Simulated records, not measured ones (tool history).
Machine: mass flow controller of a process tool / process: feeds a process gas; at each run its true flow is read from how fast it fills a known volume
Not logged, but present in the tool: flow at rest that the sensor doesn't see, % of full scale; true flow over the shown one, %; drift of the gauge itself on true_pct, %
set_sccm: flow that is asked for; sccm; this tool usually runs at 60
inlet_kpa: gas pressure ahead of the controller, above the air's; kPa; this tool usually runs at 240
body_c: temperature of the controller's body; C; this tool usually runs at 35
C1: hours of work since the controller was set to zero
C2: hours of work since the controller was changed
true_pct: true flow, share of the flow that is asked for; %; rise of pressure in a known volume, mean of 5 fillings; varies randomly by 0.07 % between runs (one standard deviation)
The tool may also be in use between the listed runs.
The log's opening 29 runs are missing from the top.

Run 30, day 301.238: usual settings but set_sccm 126 sccm, body_c 24 C; C1 6030; C2 6030. Result: true_pct 104.81 %.
At day 308.042: controller's zero set anew.
Run 31, day 310.392: usual settings but set_sccm 30 sccm, inlet_kpa 191 kPa, body_c 29 C; C1 27; C2 6136. Result: true_pct 102.00 %.
At day 314.633: controller exchanged for a calibrated one.
Run 32, day 322.667: usual settings but set_sccm 172 sccm, inlet_kpa 191 kPa, body_c 29 C; C1 93; C2 93. Result: true_pct 100.16 %.
Run 33, day 334.446: usual settings but set_sccm 42 sccm; C1 230; C2 230. Result: true_pct 98.79 %.
Run 34, day 341.467: usual settings but set_sccm 93 sccm, inlet_kpa 208 kPa, body_c 24 C; C1 311; C2 311. Result: true_pct 98.80 %.
Run 35, day 349.171: usual settings but body_c 33 C; C1 400; C2 400. Result: true_pct 99.15 %.
Run 36, day 361.050: usual settings but set_sccm 117 sccm, inlet_kpa 223 kPa, body_c 38 C; C1 538; C2 538. Result: true_pct 100.47 %.
Run 37, day 369.596: usual settings but set_sccm 126 sccm, inlet_kpa 272 kPa, body_c 32 C; C1 637; C2 637. Result: true_pct 99.88 %.
Run 38, day 381.696: usual settings but set_sccm 126 sccm, inlet_kpa 272 kPa, body_c 32 C; C1 777; C2 777. Result: true_pct 99.97 %.
Run 39, day 388.108: usual settings but set_sccm 126 sccm, inlet_kpa 272 kPa, body_c 32 C; C1 851; C2 851. Result: true_pct 100.13 %.
Run 40, day 399.700: usual settings but set_sccm 126 sccm, inlet_kpa 272 kPa, body_c 32 C; C1 986; C2 986. Result: true_pct 100.19 %.

Each row is a separate what-if for the run after 40, all from the same tool condition, not one after another. Results?
Run A, day 414.496: usual settings but body_c 33 C; C1 1157; C2 1157. Result: true_pct ?.
Run B, day 414.496: usual settings but set_sccm 35 sccm, inlet_kpa 237 kPa, body_c 31 C; C1 1157; C2 1157. Result: true_pct ?.
Run C, day 414.496: usual settings but set_sccm 126 sccm, inlet_kpa 169 kPa, body_c 32 C; C1 1157; C2 1157. Result: true_pct ?.
Run D, day 414.496: usual settings but set_sccm 25 sccm, inlet_kpa 242 kPa, body_c 22 C; C1 1157; C2 1157. Result: true_pct ?.

run  true_pct
  A    100.15
  B    100.16
  C    100.86
  D     99.88
With no hidden state in the tool, these same runs would have given:
run  true_pct
  A     98.36
  B     97.67
  C     99.59
  D     96.71
